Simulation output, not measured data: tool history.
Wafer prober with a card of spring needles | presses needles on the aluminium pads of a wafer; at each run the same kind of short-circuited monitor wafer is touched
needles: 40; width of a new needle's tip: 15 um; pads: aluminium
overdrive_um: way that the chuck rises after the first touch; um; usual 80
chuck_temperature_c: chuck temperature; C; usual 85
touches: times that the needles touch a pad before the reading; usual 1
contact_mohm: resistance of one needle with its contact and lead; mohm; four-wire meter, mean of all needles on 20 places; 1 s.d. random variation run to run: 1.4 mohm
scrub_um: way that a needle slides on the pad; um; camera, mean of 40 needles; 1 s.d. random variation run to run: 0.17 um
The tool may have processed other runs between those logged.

{"run": 1, "hour": 0.0, "overdrive_um": 80, "chuck_temperature_c": 85, "touches": 1, "contact_mohm": 131, "scrub_um": 17.8}
{"hour": 10.4, "done": "tips cleaned on abrasive film"}
{"hour": 20.8, "done": "tips cleaned on abrasive film"}
{"hour": 33.8, "done": "tips cleaned on abrasive film"}
{"hour": 46.7, "done": "tips cleaned on abrasive film"}
{"hour": 59.7, "done": "tips cleaned on abrasive film"}
{"run": 2, "hour": 68.7, "overdrive_um": 80, "chuck_temperature_c": 85, "touches": 1, "contact_mohm": 145, "scrub_um": 17.83}
{"hour": 71.4, "done": "tips cleaned on abrasive film"}
{"hour": 81.8, "done": "tips cleaned on abrasive film"}
{"hour": 94.8, "done": "tips cleaned on abrasive film"}
{"run": 3, "hour": 100.6, "overdrive_um": 80, "chuck_temperature_c": 85, "touches": 1, "contact_mohm": 140, "scrub_um": 17.81}
{"hour": 105.9, "done": "tips cleaned on abrasive film"}
{"hour": 118.9, "done": "tips cleaned on abrasive film"}
{"hour": 129.3, "done": "tips cleaned on abrasive film"}
{"hour": 142.2, "done": "tips cleaned on abrasive film"}
{"run": 4, "hour": 143.4, "overdrive_um": 80, "chuck_temperature_c": 85, "touches": 1, "contact_mohm": 127, "scrub_um": 17.83}
{"hour": 153.8, "done": "tips cleaned on abrasive film"}
{"hour": 166.8, "done": "tips cleaned on abrasive film"}
{"hour": 179.8, "done": "tips cleaned on abrasive film"}
{"run": 5, "hour": 188.5, "overdrive_um": 80, "chuck_temperature_c": 85, "touches": 1, "contact_mohm": 147, "scrub_um": 17.91}
{"hour": 191.2, "done": "tips cleaned on abrasive film"}
{"hour": 204.2, "done": "tips cleaned on abrasive film"}
{"hour": 217.2, "done": "tips cleaned on abrasive film"}
{"hour": 227.8, "done": "height of the first contact set anew"}
{"hour": 230.5, "done": "tips cleaned on abrasive film"}
{"hour": 243.4, "done": "tips cleaned on abrasive film"}
{"run": 6, "hour": 249.1, "overdrive_um": 80, "chuck_temperature_c": 85, "touches": 1, "contact_mohm": 139, "scrub_um": 18.93}
{"hour": 254.3, "done": "tips cleaned on abrasive film"}
{"hour": 267.3, "done": "tips cleaned on abrasive film"}
{"hour": 277.7, "done": "tips cleaned on abrasive film"}
{"hour": 290.7, "done": "tips cleaned on abrasive film"}
{"hour": 302.1, "done": "tips cleaned on abrasive film"}
{"run": 7, "hour": 302.1, "overdrive_um": 80, "chuck_temperature_c": 85, "touches": 1, "contact_mohm": 118, "scrub_um": 18.46}
{"hour": 315.1, "done": "tips cleaned on abrasive film"}
{"hour": 328.1, "done": "tips cleaned on abrasive film"}
{"hour": 341.1, "done": "tips cleaned on abrasive film"}
{"hour": 354.0, "done": "tips cleaned on abrasive film"}
{"run": 8, "hour": 356.1, "overdrive_um": 80, "chuck_temperature_c": 85, "touches": 1, "contact_mohm": 130, "scrub_um": 18.56}
{"hour": 366.5, "done": "tips cleaned on abrasive film"}
{"hour": 379.5, "done": "tips cleaned on abrasive film"}
{"hour": 392.5, "done": "tips cleaned on abrasive film"}
{"run": 9, "hour": 396.8, "overdrive_um": 80, "chuck_temperature_c": 85, "touches": 1, "contact_mohm": 136, "scrub_um": 18.44}
{"hour": 404.6, "done": "tips cleaned on abrasive film"}
{"hour": 417.6, "done": "tips cleaned on abrasive film"}
{"hour": 430.6, "done": "tips cleaned on abrasive film"}
{"hour": 443.6, "done": "tips cleaned on abrasive film"}
{"hour": 454.2, "done": "tips cleaned on abrasive film"}
{"run": 10, "hour": 454.2, "overdrive_um": 80, "chuck_temperature_c": 85, "touches": 1, "contact_mohm": 121, "scrub_um": 18.45}
{"hour": 467.2, "done": "tips cleaned on abrasive film"}
{"hour": 480.2, "done": "tips cleaned on abrasive film"}
{"hour": 493.2, "done": "tips cleaned on abrasive film"}
{"hour": 503.6, "done": "tips cleaned on abrasive film"}
{"run": 11, "hour": 508.3, "overdrive_um": 80, "chuck_temperature_c": 85, "touches": 1, "contact_mohm": 141, "scrub_um": 18.36}
{"hour": 516.2, "done": "tips cleaned on abrasive film"}
{"hour": 529.1, "done": "tips cleaned on abrasive film"}
{"hour": 539.5, "done": "tips cleaned on abrasive film"}
{"hour": 552.5, "done": "tips cleaned on abrasive film"}
{"hour": 565.5, "done": "tips cleaned on abrasive film"}
{"run": 12, "hour": 568.6, "overdrive_um": 80, "chuck_temperature_c": 85, "touches": 1, "contact_mohm": 134, "scrub_um": 18.2}
{"hour": 576.4, "done": "tips cleaned on abrasive film"}
{"hour": 589.4, "done": "tips cleaned on abrasive film"}
{"hour": 602.4, "done": "tips cleaned on abrasive film"}
{"hour": 612.8, "done": "tips cleaned on abrasive film"}
{"hour": 625.3, "done": "tips cleaned on abrasive film"}
{"run": 13, "hour": 625.3, "overdrive_um": 80, "chuck_temperature_c": 85, "touches": 1, "contact_mohm": 123, "scrub_um": 17.87}
{"hour": 638.2, "done": "tips cleaned on abrasive film"}
{"hour": 651.2, "done": "tips cleaned on abrasive film"}
{"hour": 661.6, "done": "tips cleaned on abrasive film"}
{"hour": 674.6, "done": "tips cleaned on abrasive film"}
{"run": 14, "hour": 675.7, "overdrive_um": 65, "chuck_temperature_c": 85, "touches": 1, "contact_mohm": 134, "scrub_um": 14.68}
{"hour": 686.1, "done": "tips cleaned on abrasive film"}
{"hour": 699.1, "done": "tips cleaned on abrasive film"}
{"hour": 709.5, "done": "tips cleaned on abrasive film"}
{"hour": 722.5, "done": "tips cleaned on abrasive film"}
{"run": 15, "hour": 723.1, "overdrive_um": 83, "chuck_temperature_c": 85, "touches": 1, "contact_mohm": 124, "scrub_um": 18.52}
{"hour": 733.6, "done": "tips cleaned on abrasive film"}
{"hour": 746.5, "done": "tips cleaned on abrasive film"}
{"hour": 757.2, "done": "tips cleaned on abrasive film"}
{"run": 16, "hour": 757.2, "overdrive_um": 64, "chuck_temperature_c": 101, "touches": 1, "contact_mohm": 129, "scrub_um": 14.07}
{"hour": 770.2, "done": "tips cleaned on abrasive film"}
{"hour": 780.8, "done": "height of the first contact set anew"}
{"hour": 783.4, "done": "tips cleaned on abrasive film"}
{"hour": 796.4, "done": "tips cleaned on abrasive film"}
{"hour": 809.4, "done": "tips cleaned on abrasive film"}
{"run": 17, "hour": 817.2, "overdrive_um": 91, "chuck_temperature_c": 65, "touches": 1, "contact_mohm": 138, "scrub_um": 21.57}
{"hour": 819.9, "done": "tips cleaned on abrasive film"}
{"hour": 832.9, "done": "tips cleaned on abrasive film"}
{"hour": 845.8, "done": "tips cleaned on abrasive film"}
{"hour": 858.8, "done": "tips cleaned on abrasive film"}
{"run": 18, "hour": 867.4, "overdrive_um": 79, "chuck_temperature_c": 60, "touches": 3, "contact_mohm": 129, "scrub_um": 18.31}
{"hour": 870.1, "done": "tips cleaned on abrasive film"}
{"hour": 880.5, "done": "tips cleaned on abrasive film"}
{"hour": 893.4, "done": "tips cleaned on abrasive film"}
{"run": 19, "hour": 901.6, "overdrive_um": 79, "chuck_temperature_c": 60, "touches": 3, "contact_mohm": 126, "scrub_um": 18.09}
{"hour": 904.3, "done": "tips cleaned on abrasive film"}
{"hour": 917.2, "done": "tips cleaned on abrasive film"}
{"hour": 930.2, "done": "tips cleaned on abrasive film"}
{"hour": 943.2, "done": "tips cleaned on abrasive film"}
{"hour": 956.2, "done": "tips cleaned on abrasive film"}
{"run": 20, "hour": 964.4, "overdrive_um": 81, "chuck_temperature_c": 60, "touches": 3, "contact_mohm": 127, "scrub_um": 18.35}
{"hour": 967.1, "done": "tips cleaned on abrasive film"}
{"hour": 980.1, "done": "tips cleaned on abrasive film"}
{"hour": 993.0, "done": "tips cleaned on abrasive film"}
{"hour": 1006.0, "done": "tips cleaned on abrasive film"}
{"run": 21, "hour": 1014.9, "overdrive_um": 71, "chuck_temperature_c": 42, "touches": 3, "contact_mohm": 128, "scrub_um": 16.09}
{"hour": 1017.5, "done": "tips cleaned on abrasive film"}
{"hour": 1030.5, "done": "tips cleaned on abrasive film"}
{"hour": 1043.5, "done": "tips cleaned on abrasive film"}
{"hour": 1054.9, "done": "tips cleaned on abrasive film"}
{"run": 22, "hour": 1054.9, "overdrive_um": 71, "chuck_temperature_c": 42, "touches": 3, "contact_mohm": 112, "scrub_um": 16.33}
{"hour": 1067.9, "done": "tips cleaned on abrasive film"}
{"hour": 1078.3, "done": "tips cleaned on abrasive film"}
{"run": 23, "hour": 1085.8, "overdrive_um": 63, "chuck_temperature_c": 42, "touches": 1, "contact_mohm": 172, "scrub_um": 14.26}
{"hour": 1091.0, "done": "tips cleaned on abrasive film"}
{"hour": 1104.0, "done": "tips cleaned on abrasive film"}
{"hour": 1117.0, "done": "tips cleaned on abrasive film"}
{"hour": 1127.4, "done": "tips cleaned on abrasive film"}
{"hour": 1140.4, "done": "tips cleaned on abrasive film"}
{"run": 24, "hour": 1150.2, "overdrive_um": 71, "chuck_temperature_c": 28, "touches": 1, "contact_mohm": 164, "scrub_um": 15.89}
{"hour": 1152.8, "done": "tips cleaned on abrasive film"}
{"hour": 1165.8, "done": "tips cleaned on abrasive film"}
{"hour": 1178.8, "done": "tips cleaned on abrasive film"}
{"run": 25, "hour": 1179.3, "overdrive_um": 71, "chuck_temperature_c": 28, "touches": 1, "contact_mohm": 119, "scrub_um": 15.98}

Here are 3 independent what-if runs from the current tool condition. What would each one return?
{"hour": 1189.7, "done": "tips cleaned on abrasive film"}
{"hour": 1201.7, "done": "card fitted with new needles"}
{"hour": 1212.1, "done": "tips cleaned on abrasive film"}
{"hour": 1223.3, "done": "tips cleaned on abrasive film"}
{"run": "A", "hour": 1223.3, "overdrive_um": 65, "chuck_temperature_c": 125, "touches": 3, "contact_mohm": "?", "scrub_um": "?"}
{"hour": 1189.7, "done": "tips cleaned on abrasive film"}
{"hour": 1201.7, "done": "card fitted with new needles"}
{"hour": 1212.1, "done": "tips cleaned on abrasive film"}
{"hour": 1223.3, "done": "tips cleaned on abrasive film"}
{"run": "B", "hour": 1223.3, "overdrive_um": 98, "chuck_temperature_c": 41, "touches": 2, "contact_mohm": "?", "scrub_um": "?"}
{"hour": 1189.7, "done": "tips cleaned on abrasive film"}
{"hour": 1201.7, "done": "card fitted with new needles"}
{"hour": 1212.1, "done": "tips cleaned on abrasive film"}
{"hour": 1223.3, "done": "tips cleaned on abrasive film"}
{"run": "C", "hour": 1223.3, "overdrive_um": 71, "chuck_temperature_c": 28, "touches": 1, "contact_mohm": "?", "scrub_um": "?"}

run=A contact_mohm=124 scrub_um=15.04
run=B contact_mohm=106 scrub_um=23.07
run=C contact_mohm=109 scrub_um=16.64
Had the tool no hidden state, the same runs would have come out as:
run=A contact_mohm=123 scrub_um=15.08
run=B contact_mohm=105 scrub_um=23.11
run=C contact_mohm=107 scrub_um=16.68
